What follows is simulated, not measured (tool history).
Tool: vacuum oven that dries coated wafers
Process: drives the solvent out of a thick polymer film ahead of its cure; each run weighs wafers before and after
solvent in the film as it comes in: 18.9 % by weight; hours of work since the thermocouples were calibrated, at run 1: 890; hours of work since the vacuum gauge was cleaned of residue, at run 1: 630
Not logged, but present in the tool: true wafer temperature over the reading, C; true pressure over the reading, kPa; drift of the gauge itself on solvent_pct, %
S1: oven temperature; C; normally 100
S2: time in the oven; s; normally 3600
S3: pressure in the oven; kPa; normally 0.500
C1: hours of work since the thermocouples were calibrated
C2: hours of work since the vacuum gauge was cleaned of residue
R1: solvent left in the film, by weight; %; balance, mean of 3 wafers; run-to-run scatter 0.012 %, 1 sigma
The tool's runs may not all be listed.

Run 1, hour 0.0: usual settings; C1 890; C2 630. Result: R1 0.97 %.
Run 2, hour 42.1: usual settings; C1 907; C2 648. Result: R1 0.98 %.
Run 3, hour 62.8: usual settings; C1 916; C2 656. Result: R1 0.96 %.
Run 4, hour 84.7: usual settings; C1 925; C2 665. Result: R1 0.97 %.
Run 5, hour 125.2: usual settings but S1 105 C; C1 941; C2 682. Result: R1 0.41 %.
Run 6, hour 148.3: usual settings but S1 99 C; C1 951; C2 691. Result: R1 1.14 %.
Run 7, hour 185.2: usual settings but S1 95 C, S2 4560 s, S3 0.646 kPa; C1 966; C2 707. Result: R1 1.26 %.
Run 8, hour 222.8: usual settings but S1 88 C, S2 5460 s, S3 0.328 kPa; C1 982; C2 722. Result: R1 2.21 %.
Run 9, hour 255.2: usual settings but S1 88 C, S2 3120 s, S3 1.435 kPa; C1 995; C2 735. Result: R1 5.28 %.
Run 10, hour 284.8: usual settings but S1 104 C, S2 5400 s, S3 1.435 kPa; C1 1007; C2 748. Result: R1 0.39 %.
Run 11, hour 322.7: usual settings but S1 86 C, S3 1.432 kPa; C1 1023; C2 763. Result: R1 5.25 %.
Run 12, hour 355.3: usual settings but S1 91 C, S2 3780 s; C1 1036; C2 777. Result: R1 2.93 %.

Same runs, no hidden state in the tool, same run-to-run variation:
run    R1
  1  1.18
  2  1.20
  3  1.19
  4  1.19
  5  0.50
  6  1.40
  7  1.54
  8  2.63
  9  5.85
 10  0.41
 11  5.84
 12  3.43
